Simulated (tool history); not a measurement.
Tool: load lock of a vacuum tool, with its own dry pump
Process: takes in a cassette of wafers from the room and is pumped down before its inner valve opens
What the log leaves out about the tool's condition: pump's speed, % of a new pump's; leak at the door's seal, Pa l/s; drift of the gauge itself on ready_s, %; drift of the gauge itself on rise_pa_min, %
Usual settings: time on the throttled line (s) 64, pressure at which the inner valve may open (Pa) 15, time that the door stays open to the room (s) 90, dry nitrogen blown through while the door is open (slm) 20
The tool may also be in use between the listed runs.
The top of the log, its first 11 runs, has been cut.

run     hour  time on the throttled line (s)  pressure at which the inner valve may open (Pa)  time that the door stays open to the room (s)  dry nitrogen blown through while the door is open (slm)  hours that the pump has run since its overhaul  times that the door has closed on its seal  incoming humidity of the room's air, %  time from the closed door until the inner valve may open (s)  rise of the pressure with all valves shut (Pa/min)
 12   3538.2                              64                                               15                                             90                                                        6                                           17338                                       20871                                    45.6                                                         107.9                                               0.350
 13   3823.6                              64                                               15                                             90                                                        6                                           17624                                       22130                                    42.7                                                         108.4                                               0.367
 14   4192.2                              64                                               15                                             90                                                        6                                           17992                                       23757                                    44.5                                                         108.6                                               0.411
 15   4452.9                              64                                               15                                             38                                                        6                                           18253                                       24907                                    46.1                                                         109.8                                               0.442
 16   4746.2                              64                                               15                                            161                                                       20                                           18546                                       26202                                    48.3                                                         109.6                                               0.464
 17   5292.2                              62                                               15                                             90                                                       20                                           19092                                       28611                                    44.0                                                         107.0                                               0.522
      5586.6  -- door's seal changed, seat wiped
 18   5738.2                              62                                               15                                             90                                                       20                                           19537                                         669                                    44.3                                                         109.2                                               0.018
 19   6056.5                              62                                               15                                             90                                                       20                                           19855                                        2074                                    45.3                                                         109.2                                               0.029
 20   6518.0                             108                                               15                                             27                                                       33                                           20316                                        4110                                    47.0                                                         146.2                                               0.042
 21   6921.3                              47                                               19                                             90                                                       20                                           20720                                        5890                                    47.2                                                          95.8                                               0.068
      7037.7  -- dry pump taken out, an overhauled one fitted
 22   7277.8                              47                                               19                                             90                                                       20                                             240                                        7437                                    41.3                                                          82.9                                               0.083
 23   7585.3                             103                                               19                                             39                                                       20                                             548                                        8794                                    43.6                                                         131.7                                               0.096
 24   7911.2                             103                                               14                                            169                                                       20                                             873                                       10232                                    43.4                                                         133.3                                               0.125
 25   8359.5                             100                                               14                                            121                                                       20                                            1322                                       12210                                    45.0                                                         130.3                                               0.142
 26   8630.8                              37                                               16                                            228                                                        8                                            1593                                       13408                                    41.4                                                          75.8                                               0.182
 27   8911.5                              67                                               27                                             28                                                       16                                            1874                                       14646                                    44.9                                                          99.0                                               0.186
 28   9170.1                              64                                               15                                             85                                                       20                                            2132                                       15788                                    47.0                                                          98.5                                               0.211
 29   9494.1                              64                                               15                                             85                                                       20                                            2456                                       17217                                    44.9                                                          99.0                                               0.227
 30   9973.8                              58                                               19                                             45                                                       12                                            2936                                       19335                                    42.0                                                          94.5                                               0.269
 31  10343.3                             101                                               19                                             45                                                       12                                            3306                                       20965                                    44.5                                                         129.8                                               0.308
 32  10622.6                             101                                               19                                             45                                                       12                                            3585                                       22198                                    44.1                                                         129.2                                               0.337
 33  11104.1                              64                                               20                                             90                                                       15                                            4066                                       24323                                    45.4                                                          99.4                                               0.385
 34  11513.3                              64                                               20                                             90                                                       15                                            4476                                       26128                                    45.4                                                          99.8                                               0.446
 35  12008.7                              64                                               20                                             90                                                       15                                            4971                                       28315                                    45.7                                                          99.8                                               0.490
 36  12271.0                              64                                               20                                             90                                                       15                                            5233                                       29473                                    44.5                                                          98.6                                               0.525

Forecast each of these 5 alternatives for the next run:
     12384.2  -- door's seal changed, seat wiped
  A  12508.5                              64                                               15                                            125                                                       21                                            5469                                         549                                    43.2                                                             ?                                                   ?
     12384.2  -- door's seal changed, seat wiped
  B  12508.5                              64                                               24                                            132                                                        7                                            5469                                         549                                    42.6                                                             ?                                                   ?
     12384.2  -- door's seal changed, seat wiped
  C  12508.5                              33                                               15                                             90                                                        4                                            5469                                         549                                    46.0                                                             ?                                                   ?
     12384.2  -- door's seal changed, seat wiped
  D  12508.5                              96                                               20                                            173                                                       36                                            5469                                         549                                    42.4                                                             ?                                                   ?
     12384.2  -- door's seal changed, seat wiped
  E  12508.5                              64                                               20                                             90                                                       23                                            5469                                         549                                    42.9                                                             ?                                                   ?

run  time from the closed door until the inner valve may open (s)  rise of the pressure with all valves shut (Pa/min)
  A                                                         101.4                                               0.016
  B                                                          97.7                                               0.035
  C                                                          74.9                                               0.035
  D                                                         126.1                                               0.022
  E                                                         100.8                                               0.015
The same runs, with their run-to-run variation unchanged, on a tool lacking any hidden condition would have given:
run  time from the closed door until the inner valve may open (s)  rise of the pressure with all valves shut (Pa/min)
  A                                                          98.8                                               0.014
  B                                                          95.3                                               0.033
  C                                                          72.0                                               0.033
  D                                                         123.9                                               0.020
  E                                                          98.2                                               0.013
